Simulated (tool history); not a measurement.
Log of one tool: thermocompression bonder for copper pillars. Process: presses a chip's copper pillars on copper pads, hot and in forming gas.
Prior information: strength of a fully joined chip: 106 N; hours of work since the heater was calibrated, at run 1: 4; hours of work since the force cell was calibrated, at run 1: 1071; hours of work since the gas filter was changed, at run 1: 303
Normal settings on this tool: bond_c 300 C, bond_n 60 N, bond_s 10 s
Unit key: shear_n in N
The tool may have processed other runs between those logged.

run	hour	bond_c	bond_n	bond_s	hours of work since the heater was calibrated	hours of work since the force cell was calibrated	hours of work since the gas filter was changed	shear_n
1	0	300	60	10	4	1071	303	49.5
# hour 67.6: forming gas filter changed
2	78.2	300	60	10	64	1131	8	52.9
3	138.6	300	60	10	111	1178	55	53.3
4	190.7	300	60	10	151	1218	95	53
5	231.6	300	60	10	183	1249	127	52.2
6	305.9	300	60	10	240	1307	184	50.8
7	346.6	300	60	10	272	1338	216	49.2
# hour 418.9: force cell calibrated
8	434.2	300	60	10	338	12	282	47
9	481.8	300	60	10	375	49	319	46.3
10	523.7	300	60	10	407	81	351	46.2
# hour 531.9: forming gas filter changed
11	581.7	300	60	10	452	125	38	50.6
12	634.4	300	60	10	492	166	79	47.7
13	718.8	300	61	10	558	231	145	48.5
# hour 758.8: force cell calibrated, once more
14	785.8	300	61	19	608	21	195	60
15	838.8	300	61	19	649	62	236	59.5
16	918.6	300	61	19	711	124	298	57.9
17	979.7	300	61	19	758	171	345	57.8
# hour 992.7: forming gas filter changed
18	1034.2	300	61	19	800	213	32	62.4
# hour 1042.7: heater calibrated with a thermocouple chip
19	1101.7	300	61	19	46	263	83	65.2
20	1140.5	300	61	19	76	293	113	66
21	1204.3	300	61	19	125	342	162	64.3
22	1281.7	300	58	10	185	402	222	49.4
23	1355.6	286	71	10	242	459	279	46.5
24	1405.4	294	42	11	280	498	317	38.4
# hour 1455.8: forming gas filter changed
25	1455.8	294	63	5	319	537	0	39.7
26	1514.4	321	60	10	364	582	45	62.2
27	1558.9	321	60	10	399	616	80	60.3
28	1622.3	300	77	11	448	665	129	60.5
29	1662.1	285	42	10	478	696	159	32.4
30	1705.4	282	68	14	512	729	193	49
31	1748.2	308	60	13	545	762	226	55.8
32	1821.3	270	60	18	601	819	282	39.8
33	1900.3	325	63	12	662	880	344	61.9
# hour 1916.9: forming gas filter changed
34	1966.6	325	63	12	713	931	38	68.5
35	2005.5	325	63	12	743	961	69	65.7
36	2066.6	309	37	7	791	1008	116	31.5
# hour 2086.6: heater calibrated with a thermocouple chip
37	2104.6	322	60	5	14	1036	144	51.7
38	2148.5	322	60	5	48	1070	177	50.8

Predict the results of run 39:
39	2184	322	60	5	75	1097	205	?

{"run 39": {"shear_n": 49.4}}
Without the tool's hidden state the same run would have given shear_n 54 N.
